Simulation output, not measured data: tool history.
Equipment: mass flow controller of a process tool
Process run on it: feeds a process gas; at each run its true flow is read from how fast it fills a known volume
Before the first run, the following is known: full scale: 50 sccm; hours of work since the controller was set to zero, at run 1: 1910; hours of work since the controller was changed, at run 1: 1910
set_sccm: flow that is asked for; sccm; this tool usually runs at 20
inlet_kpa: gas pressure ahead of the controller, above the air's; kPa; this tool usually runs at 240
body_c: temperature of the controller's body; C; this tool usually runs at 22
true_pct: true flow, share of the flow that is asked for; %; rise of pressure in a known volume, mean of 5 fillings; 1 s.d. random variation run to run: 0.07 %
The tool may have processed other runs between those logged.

run    hour  set_sccm  inlet_kpa  body_c  hours of work since the controller was set to zero  hours of work since the controller was changed  true_pct
  1       0        20        240      22                                                1910                                            1910      98.5
  2   105.3        20        240      22                                                1956                                            1956     98.36
  3   240.6        20        240      22                                                2015                                            2015     98.13
  4   308.8        20        240      22                                                2044                                            2044     98.14
  5   402.9        20        240      22                                                2085                                            2085     98.01
  6   526.8        20        144      22                                                2139                                            2139     97.21
  7   645.8        20        144      22                                                2190                                            2190     97.03
  8   742.4        20        144      22                                                2232                                            2232     96.93
  9   854.7        20        144      22                                                2281                                            2281     96.97
 10   924.9        20        144      22                                                2311                                            2311     96.71
 11   998.3        20        144      22                                                2343                                            2343     96.81
 12  1125.9        20        144      22                                                2398                                            2398     96.49
 13  1243.1        20        144      22                                                2449                                            2449     96.31
 14  1366.5        20        240      37                                                2503                                            2503     98.21
 15  1497.4        20        240      37                                                2559                                            2559     97.93
 16  1619.5         5        246      37                                                2612                                            2612     97.06
 17  1724.4        25        246      29                                                2658                                            2658     97.45
 18  1827.5         8        245      28                                                2702                                            2702     96.35
 19  1960.9        20        147      22                                                2760                                            2760     95.63

Below are 5 alternative next runs, each starting from the tool's condition after run 19. Predict each:
  A  2044.2         5        247      33                                                2796                                            2796         ?
  B  2044.2        26        240      22                                                2796                                            2796         ?
  C  2044.2        27        245      21                                                2796                                            2796         ?
  D  2044.2         6        160      40                                                2796                                            2796         ?
  E  2044.2         5        225      22                                                2796                                            2796         ?

run  true_pct
  A      96.4
  B      96.4
  C     96.49
  D     96.39
  E     95.22
What these runs would have given with no unlogged condition in the tool:
run  true_pct
  A     98.66
  B     98.67
  C     98.76
  D     98.66
  E     97.45
